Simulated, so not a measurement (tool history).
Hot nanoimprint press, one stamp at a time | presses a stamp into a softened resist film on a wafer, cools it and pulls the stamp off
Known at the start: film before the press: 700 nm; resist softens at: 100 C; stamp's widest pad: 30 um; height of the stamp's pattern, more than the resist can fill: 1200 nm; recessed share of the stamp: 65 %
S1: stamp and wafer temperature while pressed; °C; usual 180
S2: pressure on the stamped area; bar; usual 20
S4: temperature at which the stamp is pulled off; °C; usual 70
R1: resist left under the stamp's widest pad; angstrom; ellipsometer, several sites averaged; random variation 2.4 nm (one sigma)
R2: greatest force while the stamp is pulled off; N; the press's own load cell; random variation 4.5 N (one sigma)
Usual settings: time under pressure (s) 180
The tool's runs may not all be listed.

run 1 hour=0 | S1=180 S2=20 time_under_pressure_(s)=180 S4=70 | R1=3994 R2=229
run 2 hour=65.3 | S1=180 S2=20 time_under_pressure_(s)=180 S4=70 | R1=3953 R2=222
run 3 hour=133.4 | S1=180 S2=20 time_under_pressure_(s)=180 S4=70 | R1=3990 R2=223
run 4 hour=180.7 | S1=180 S2=20 time_under_pressure_(s)=180 S4=70 | R1=4018 R2=216
-- hour=221.6 stamp cleaned and given a new release coat
run 5 hour=250.9 | S1=180 S2=20 time_under_pressure_(s)=180 S4=70 | R1=3970 R2=217
run 6 hour=296.4 | S1=180 S2=20 time_under_pressure_(s)=180 S4=70 | R1=4010 R2=227
run 7 hour=389.2 | S1=180 S2=20 time_under_pressure_(s)=180 S4=70 | R1=3995 R2=225
run 8 hour=463.5 | S1=180 S2=20 time_under_pressure_(s)=180 S4=70 | R1=3972 R2=232
run 9 hour=505 | S1=180 S2=20 time_under_pressure_(s)=180 S4=70 | R1=3969 R2=219
-- hour=527.9 press's hydraulic seals changed and the load cell set to zero
run 10 hour=557.2 | S1=180 S2=18.6 time_under_pressure_(s)=180 S4=70 | R1=4070 R2=229
run 11 hour=627.9 | S1=180 S2=20 time_under_pressure_(s)=180 S4=70 | R1=3975 R2=214
run 12 hour=694.4 | S1=180 S2=20 time_under_pressure_(s)=180 S4=70 | R1=3944 R2=224
run 13 hour=788.4 | S1=180 S2=29.1 time_under_pressure_(s)=180 S4=70 | R1=3386 R2=223
-- hour=823.2 plate thermocouple calibrated
run 14 hour=860.8 | S1=180 S2=20 time_under_pressure_(s)=134 S4=70 | R1=4338 R2=221
-- hour=906.8 stamp cleaned and given a new release coat
run 15 hour=951.7 | S1=180 S2=20 time_under_pressure_(s)=134 S4=70 | R1=4338 R2=217
run 16 hour=1028.9 | S1=180 S2=20 time_under_pressure_(s)=134 S4=70 | R1=4375 R2=216
run 17 hour=1096.8 | S1=179 S2=12.6 time_under_pressure_(s)=216 S4=70 | R1=4583 R2=218
run 18 hour=1170 | S1=179 S2=12 time_under_pressure_(s)=216 S4=76 | R1=4702 R2=184
run 19 hour=1246.3 | S1=180 S2=20 time_under_pressure_(s)=180 S4=56 | R1=3993 R2=305
run 20 hour=1288.7 | S1=180 S2=20 time_under_pressure_(s)=180 S4=56 | R1=3931 R2=318
run 21 hour=1373.2 | S1=180 S2=20 time_under_pressure_(s)=180 S4=56 | R1=3976 R2=312
run 22 hour=1446.4 | S1=175 S2=20 time_under_pressure_(s)=180 S4=73 | R1=4492 R2=208
-- hour=1520.4 press's hydraulic seals changed and the load cell set to zero
run 23 hour=1537.4 | S1=180 S2=20 time_under_pressure_(s)=112 S4=70 | R1=4567 R2=229
-- hour=1587.7 stamp cleaned and given a new release coat
run 24 hour=1621.4 | S1=180 S2=20 time_under_pressure_(s)=112 S4=70 | R1=4523 R2=217
-- hour=1651.3 plate thermocouple calibrated
run 25 hour=1680.5 | S1=191 S2=18.6 time_under_pressure_(s)=103 S4=61 | R1=3740 R2=277
run 26 hour=1727.1 | S1=180 S2=20 time_under_pressure_(s)=128 S4=70 | R1=4386 R2=227
run 27 hour=1777.5 | S1=170 S2=20 time_under_pressure_(s)=180 S4=70 | R1=5066 R2=224
run 28 hour=1869.6 | S1=170 S2=20 time_under_pressure_(s)=180 S4=70 | R1=5007 R2=223
run 29 hour=1949.3 | S1=190 S2=23.3 time_under_pressure_(s)=127 S4=64 | R1=3196 R2=252
run 30 hour=2027.7 | S1=181 S2=23.3 time_under_pressure_(s)=127 S4=64 | R1=4099 R2=261
run 31 hour=2117.7 | S1=181 S2=23.3 time_under_pressure_(s)=127 S4=64 | R1=4072 R2=263

3 ways to go on from here, each from the tool as it stands after run 31. What would each give?
run A hour=2212.1 | S1=191 S2=20 time_under_pressure_(s)=180 S4=69 | R1=? R2=?
run B hour=2212.1 | S1=172 S2=19.7 time_under_pressure_(s)=127 S4=61 | R1=? R2=?
run C hour=2212.1 | S1=181 S2=15.4 time_under_pressure_(s)=192 S4=70 | R1=? R2=?

run=A R1=2996 R2=227
run=B R1=5273 R2=275
run=C R1=4248 R2=222
Without the tool's hidden state the same runs would have given:
run=A R1=2998 R2=225
run=B R1=5276 R2=273
run=C R1=4251 R2=221
